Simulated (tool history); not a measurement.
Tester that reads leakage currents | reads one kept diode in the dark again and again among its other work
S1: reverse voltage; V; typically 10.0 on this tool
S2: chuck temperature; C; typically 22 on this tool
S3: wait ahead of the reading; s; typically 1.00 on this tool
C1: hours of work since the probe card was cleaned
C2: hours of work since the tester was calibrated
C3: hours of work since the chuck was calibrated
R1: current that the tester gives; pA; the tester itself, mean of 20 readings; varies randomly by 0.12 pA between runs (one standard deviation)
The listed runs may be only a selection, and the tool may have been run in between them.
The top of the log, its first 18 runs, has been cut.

run    hour    S1  S2    S3   C1   C2    C3      R1
 19  1173.5  10.0  22  1.00  165  315  1552   39.67
 20  1209.6  10.0  22  1.00  193  342  1579   39.98
 21  1256.5   1.3  20  3.82  229  379  1615   13.08
 22  1298.7   1.3  20  3.82  261  411  1648   13.08
 23  1381.4  18.8  22  0.49  325  474  1711   62.20
 24  1467.8   2.6  30  4.57  391  541  1778   40.29
 25  1511.8  10.0  48  0.44  425  575  1811  279.54
 26  1567.3  10.0  48  0.33  467  617  1854  283.83
 27  1602.4  16.6  46  1.00  494  644  1881  305.38
 28  1675.5   2.8  56  1.00  550  700  1937  277.70
 29  1723.4   2.8  56  1.00  587  737  1974  279.61
     1769.5  -- chuck's temperature calibrated
 30  1785.9   2.8  56  1.00  634  784    13  258.78
 31  1831.3   6.0  27  1.00  668  818    47   45.92

Predict the results of run 32:
 32  1866.4  10.0  45  1.00  695  845  74   ?

Run 32 produced R1 212.37 pA.
With the hidden condition absent and the run-to-run variation left alone, this run would have shown R1 204.08 pA.
